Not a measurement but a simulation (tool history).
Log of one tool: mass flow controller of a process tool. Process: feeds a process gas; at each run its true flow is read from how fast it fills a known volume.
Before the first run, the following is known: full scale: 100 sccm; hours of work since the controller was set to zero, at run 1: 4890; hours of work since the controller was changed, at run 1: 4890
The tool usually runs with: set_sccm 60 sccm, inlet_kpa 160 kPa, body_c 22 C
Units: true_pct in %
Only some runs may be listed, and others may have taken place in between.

| run | hour | set_sccm | inlet_kpa | body_c | hours of work since the controller was set to zero | hours of work since the controller was changed | true_pct |
|---|---|---|---|---|---|---|---|
| 1 | 0 | 60 | 160 | 22 | 4890 | 4890 | 99.06 |
| 2 | 155.1 | 60 | 160 | 24 | 4991 | 4991 | 99.07 |
| 3 | 274.8 | 60 | 160 | 35 | 5068 | 5068 | 100.02 |
| 4 | 373.2 | 60 | 154 | 22 | 5132 | 5132 | 98.74 |
| 5 | 583.1 | 60 | 230 | 22 | 5268 | 5268 | 98.92 |
| 6 | 721.6 | 60 | 230 | 30 | 5357 | 5357 | 99.63 |
| 7 | 821.8 | 74 | 160 | 22 | 5422 | 5422 | 98.18 |
| 8 | 1003.9 | 74 | 160 | 22 | 5540 | 5540 | 98.07 |
| 9 | 1155 | 60 | 160 | 22 | 5638 | 5638 | 97.78 |
| 10 | 1268.8 | 60 | 160 | 25 | 5712 | 5712 | 97.93 |
| 11 | 1449.5 | 60 | 160 | 22 | 5828 | 5828 | 97.44 |
| 12 | 1600.2 | 55 | 160 | 22 | 5926 | 5926 | 97.25 |
| 13 | 1813 | 55 | 160 | 22 | 6064 | 6064 | 97.02 |
| 14 | 1997.9 | 55 | 156 | 22 | 6183 | 6183 | 96.65 |
|  | 2032.7 | gauge calibrated |
| 15 | 2096.9 | 60 | 206 | 22 | 6247 | 6247 | 99.41 |
| 16 | 2268.7 | 60 | 206 | 22 | 6359 | 6359 | 99.19 |
|  | 2357.1 | controller exchanged for a calibrated one |
| 17 | 2464.8 | 26 | 175 | 27 | 70 | 70 | 99 |
| 18 | 2638.4 | 58 | 240 | 21 | 182 | 182 | 98.86 |
| 19 | 2735.3 | 66 | 190 | 34 | 245 | 245 | 99.66 |
| 20 | 2910.6 | 14 | 170 | 36 | 358 | 358 | 99.22 |
| 21 | 3129.3 | 60 | 160 | 32 | 500 | 500 | 98.8 |
| 22 | 3351.3 | 15 | 261 | 33 | 643 | 643 | 98.9 |
| 23 | 3479.9 | 60 | 279 | 22 | 727 | 727 | 98.2 |
| 24 | 3596.5 | 51 | 160 | 22 | 802 | 802 | 97.33 |
| 25 | 3803.6 | 11 | 261 | 22 | 936 | 936 | 97.29 |
| 26 | 4012.3 | 69 | 220 | 37 | 1071 | 1071 | 98.54 |

Forecast each of these 4 alternatives for the next run:
| A | 4151.6 | 66 | 188 | 20 | 1161 | 1161 | ? |
| B | 4151.6 | 52 | 149 | 25 | 1161 | 1161 | ? |
| C | 4151.6 | 69 | 270 | 22 | 1161 | 1161 | ? |
| D | 4151.6 | 60 | 173 | 22 | 1161 | 1161 | ? |

| run | true_pct |
|---|---|
| A | 96.73 |
| B | 96.86 |
| C | 97.42 |
| D | 96.74 |
The same runs, with their run-to-run variation unchanged, on a tool lacking any hidden condition would have given:
| run | true_pct |
|---|---|
| A | 99.24 |
| B | 99.37 |
| C | 99.94 |
| D | 99.25 |

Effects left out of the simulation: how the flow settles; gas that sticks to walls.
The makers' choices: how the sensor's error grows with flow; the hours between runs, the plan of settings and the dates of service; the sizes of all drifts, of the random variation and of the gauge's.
